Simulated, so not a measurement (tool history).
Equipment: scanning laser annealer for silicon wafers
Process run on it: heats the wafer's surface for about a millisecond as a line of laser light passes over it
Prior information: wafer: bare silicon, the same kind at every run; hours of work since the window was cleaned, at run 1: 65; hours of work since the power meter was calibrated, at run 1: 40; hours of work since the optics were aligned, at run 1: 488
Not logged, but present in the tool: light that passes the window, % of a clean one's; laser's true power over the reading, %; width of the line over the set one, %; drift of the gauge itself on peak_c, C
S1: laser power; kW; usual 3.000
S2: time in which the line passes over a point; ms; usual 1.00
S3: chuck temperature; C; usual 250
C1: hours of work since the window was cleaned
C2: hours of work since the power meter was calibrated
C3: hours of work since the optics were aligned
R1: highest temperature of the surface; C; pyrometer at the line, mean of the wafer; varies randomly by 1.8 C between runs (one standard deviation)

run 1 hour=0.0 | S1=3.000 S2=1.00 S3=250 | C1=65 C2=40 C3=488 | R1=957
run 2 hour=8.4 | S1=3.000 S2=1.00 S3=250 | C1=69 C2=44 C3=492 | R1=958
run 3 hour=15.8 | S1=3.000 S2=1.00 S3=250 | C1=73 C2=47 C3=495 | R1=956
run 4 hour=20.6 | S1=2.819 S2=1.00 S3=250 | C1=75 C2=50 C3=498 | R1=912
run 5 hour=25.5 | S1=3.000 S2=1.00 S3=250 | C1=78 C2=52 C3=500 | R1=955
run 6 hour=29.4 | S1=3.233 S2=1.00 S3=250 | C1=80 C2=54 C3=502 | R1=1016
run 7 hour=37.0 | S1=3.233 S2=1.00 S3=250 | C1=83 C2=58 C3=506 | R1=1016
run 8 hour=44.7 | S1=3.000 S2=1.00 S3=250 | C1=87 C2=62 C3=510 | R1=958
run 9 hour=52.5 | S1=3.000 S2=1.00 S3=250 | C1=91 C2=65 C3=513 | R1=958
run 10 hour=58.8 | S1=3.000 S2=0.77 S3=250 | C1=94 C2=69 C3=517 | R1=855
run 11 hour=64.8 | S1=3.000 S2=0.77 S3=250 | C1=97 C2=72 C3=520 | R1=857
run 12 hour=69.5 | S1=3.000 S2=0.77 S3=250 | C1=99 C2=74 C3=522 | R1=855
run 13 hour=77.3 | S1=3.000 S2=0.77 S3=250 | C1=103 C2=78 C3=526 | R1=854
run 14 hour=83.3 | S1=2.992 S2=0.77 S3=250 | C1=106 C2=81 C3=529 | R1=855
run 15 hour=88.7 | S1=2.692 S2=0.77 S3=250 | C1=109 C2=83 C3=531 | R1=791
run 16 hour=92.8 | S1=3.000 S2=1.00 S3=250 | C1=111 C2=85 C3=533 | R1=954
run 17 hour=100.1 | S1=3.000 S2=1.00 S3=250 | C1=114 C2=89 C3=537 | R1=954
run 18 hour=107.8 | S1=3.000 S2=1.00 S3=250 | C1=118 C2=93 C3=541 | R1=956
run 19 hour=114.4 | S1=3.000 S2=1.00 S3=250 | C1=121 C2=96 C3=544 | R1=956
run 20 hour=119.0 | S1=3.000 S2=1.00 S3=250 | C1=124 C2=98 C3=546 | R1=953
run 21 hour=127.0 | S1=2.813 S2=1.00 S3=250 | C1=128 C2=102 C3=550 | R1=907
run 22 hour=133.4 | S1=2.764 S2=1.00 S3=227 | C1=131 C2=105 C3=553 | R1=871
run 23 hour=138.1 | S1=2.617 S2=0.71 S3=276 | C1=133 C2=108 C3=556 | R1=769
run 24 hour=147.2 | S1=2.617 S2=0.71 S3=276 | C1=138 C2=112 C3=560 | R1=771
-- hour=150.1 window over the wafer cleaned
run 25 hour=156.0 | S1=3.206 S2=1.23 S3=243 | C1=3 C2=116 C3=564 | R1=1091
run 26 hour=164.7 | S1=3.296 S2=0.82 S3=275 | C1=7 C2=120 C3=568 | R1=963
run 27 hour=173.7 | S1=3.296 S2=0.82 S3=275 | C1=12 C2=124 C3=572 | R1=965
run 28 hour=178.5 | S1=3.296 S2=0.82 S3=275 | C1=14 C2=127 C3=575 | R1=965
run 29 hour=185.5 | S1=3.273 S2=1.14 S3=215 | C1=17 C2=130 C3=578 | R1=1047
run 30 hour=194.4 | S1=3.273 S2=1.14 S3=215 | C1=22 C2=135 C3=583 | R1=1043
-- hour=203.9 window over the wafer cleaned, once more
run 31 hour=205.5 | S1=3.273 S2=1.14 S3=215 | C1=1 C2=139 C3=587 | R1=1059
run 32 hour=213.4 | S1=3.273 S2=1.14 S3=215 | C1=5 C2=143 C3=591 | R1=1057
run 33 hour=220.6 | S1=3.273 S2=1.14 S3=215 | C1=8 C2=146 C3=594 | R1=1058
run 34 hour=225.7 | S1=3.273 S2=1.14 S3=215 | C1=11 C2=149 C3=597 | R1=1057
run 35 hour=233.0 | S1=3.187 S2=1.10 S3=215 | C1=14 C2=153 C3=601 | R1=1017
run 36 hour=241.7 | S1=2.858 S2=1.01 S3=251 | C1=19 C2=157 C3=605 | R1=926
run 37 hour=248.1 | S1=2.798 S2=1.01 S3=238 | C1=22 C2=160 C3=608 | R1=898

Forecast run 38:
run 38 hour=256.2 | S1=2.798 S2=1.01 S3=238 | C1=26 C2=164 C3=612 | R1=?

{"run 38": {"R1": 899}}
Were there no unlogged condition in the tool, this run, its random variation unchanged, would have produced R1 905 C.
